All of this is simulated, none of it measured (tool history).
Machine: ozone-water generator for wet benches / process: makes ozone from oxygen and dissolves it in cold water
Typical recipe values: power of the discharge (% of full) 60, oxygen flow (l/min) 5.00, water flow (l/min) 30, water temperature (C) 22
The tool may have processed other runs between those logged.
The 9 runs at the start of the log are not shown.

run	hour	power of the discharge (% of full)	oxygen flow (l/min)	water flow (l/min)	water temperature (C)	dissolved ozone (ppm)	ozone in the gas ahead of the water (g/m3)
10	508.6	60	5.55	30	22	13.5	165.9
11	549.8	60	5.55	30	22	13.3	163.4
12	618.0	60	5.00	30	22	13.0	172.9
13	672.8	61	5.00	30	22	13.2	175.6
14	725.5	60	5.00	30	22	13.2	170.5
15	779.6	60	5.00	30	22	13.3	171.8
16	819.4	60	5.00	30	22	12.9	174.5
17	869.8	57	2.59	30	22	10.9	223.7
18	929.1	60	3.00	30	22	11.7	216.8
19	983.4	60	3.00	30	22	11.6	216.0
20	1034.3	60	5.93	30	17	14.4	159.6
21	1104.1	75	2.86	30	17	13.7	255.6
22	1142.0	75	2.86	30	17	13.5	252.4
23	1195.8	75	2.86	30	17	13.7	255.7
24	1248.6	58	2.51	22	17	15.6	230.6
25	1288.9	58	2.51	22	17	15.6	233.0
26	1357.7	58	2.51	22	17	15.4	230.1
27	1403.2	46	5.80	30	22	11.4	139.4
28	1432.8	55	5.86	40	16	10.1	153.8
29	1480.9	55	5.86	40	16	10.0	154.0
30	1538.1	55	5.86	40	16	10.1	153.6
31	1589.2	99	4.43	22	17	25.0	248.7
32	1635.0	99	4.43	22	17	24.9	253.0

Below are 4 alternative next runs, each starting from the tool's condition after run 32. Predict each:
# hour 1668.4: gauge calibrated
A	1699.2	60	5.82	30	22	?	?
# hour 1668.4: gauge calibrated
B	1699.2	60	5.00	19	22	?	?
# hour 1668.4: gauge calibrated
C	1699.2	99	2.55	36	17	?	?
# hour 1668.4: gauge calibrated
D	1699.2	69	5.00	30	16	?	?

run	dissolved ozone (ppm)	ozone in the gas ahead of the water (g/m3)
A	13.5	158.1
B	19.9	170.9
C	12.3	308.1
D	15.3	184.8
The same runs, with their run-to-run variation unchanged, on a tool lacking any hidden condition would have given:
run	dissolved ozone (ppm)	ozone in the gas ahead of the water (g/m3)
A	13.5	158.3
B	19.9	171.0
C	12.4	308.6
D	15.4	185.0
